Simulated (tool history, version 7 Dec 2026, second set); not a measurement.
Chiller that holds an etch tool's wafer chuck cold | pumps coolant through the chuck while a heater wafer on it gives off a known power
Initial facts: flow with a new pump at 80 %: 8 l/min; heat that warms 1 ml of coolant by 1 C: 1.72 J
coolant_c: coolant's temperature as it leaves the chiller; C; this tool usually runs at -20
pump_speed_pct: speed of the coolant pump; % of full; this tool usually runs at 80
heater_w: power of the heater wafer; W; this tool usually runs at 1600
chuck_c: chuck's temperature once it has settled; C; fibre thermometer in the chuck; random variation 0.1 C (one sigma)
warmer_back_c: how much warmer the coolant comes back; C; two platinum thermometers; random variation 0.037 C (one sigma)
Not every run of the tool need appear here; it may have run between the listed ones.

Run 1, hour 0.0: usual settings. Result: chuck_c -8.6 C, warmer_back_c 7.02 C.
Run 2, hour 158.5: usual settings but heater_w 1041 W. Result: chuck_c -12.5 C, warmer_back_c 4.52 C.
Run 3, hour 370.4: usual settings but heater_w 1041 W. Result: chuck_c -12.4 C, warmer_back_c 4.52 C.
Run 4, hour 583.1: usual settings but heater_w 1041 W. Result: chuck_c -12.4 C, warmer_back_c 4.46 C.
Run 5, hour 797.7: usual settings but heater_w 1041 W. Result: chuck_c -12.4 C, warmer_back_c 4.58 C.
Run 6, hour 900.3: usual settings. Result: chuck_c -8.4 C, warmer_back_c 6.92 C.
Run 7, hour 1121.0: usual settings. Result: chuck_c -8.5 C, warmer_back_c 6.98 C.
At hour 1247.4: coolant pump overhauled.
Run 8, hour 1248.6: usual settings. Result: chuck_c -8.5 C, warmer_back_c 6.98 C.
Run 9, hour 1439.8: usual settings. Result: chuck_c -8.3 C, warmer_back_c 6.93 C.
Run 10, hour 1598.5: usual settings but pump_speed_pct 71 % of full. Result: chuck_c -7.0 C, warmer_back_c 7.79 C.
Run 11, hour 1693.3: usual settings but pump_speed_pct 71 % of full. Result: chuck_c -7.0 C, warmer_back_c 7.80 C.
Run 12, hour 1791.4: usual settings but pump_speed_pct 71 % of full. Result: chuck_c -7.0 C, warmer_back_c 7.82 C.
At hour 1882.6: coolant changed, channels flushed.
Run 13, hour 1978.9: usual settings but pump_speed_pct 81 % of full, heater_w 1857 W. Result: chuck_c -6.7 C, warmer_back_c 8.03 C.

The next listed run, before its measurement:
Run 14, hour 2129.4: usual settings but coolant_c -11 C, heater_w 1403 W. Result: chuck_c ?, warmer_back_c ?.

Run 14 gave chuck_c -1.0 C, warmer_back_c 6.11 C.
With the hidden condition absent and the run-to-run variation left alone, this run would have shown chuck_c -1.0 C, warmer_back_c 6.11 C.

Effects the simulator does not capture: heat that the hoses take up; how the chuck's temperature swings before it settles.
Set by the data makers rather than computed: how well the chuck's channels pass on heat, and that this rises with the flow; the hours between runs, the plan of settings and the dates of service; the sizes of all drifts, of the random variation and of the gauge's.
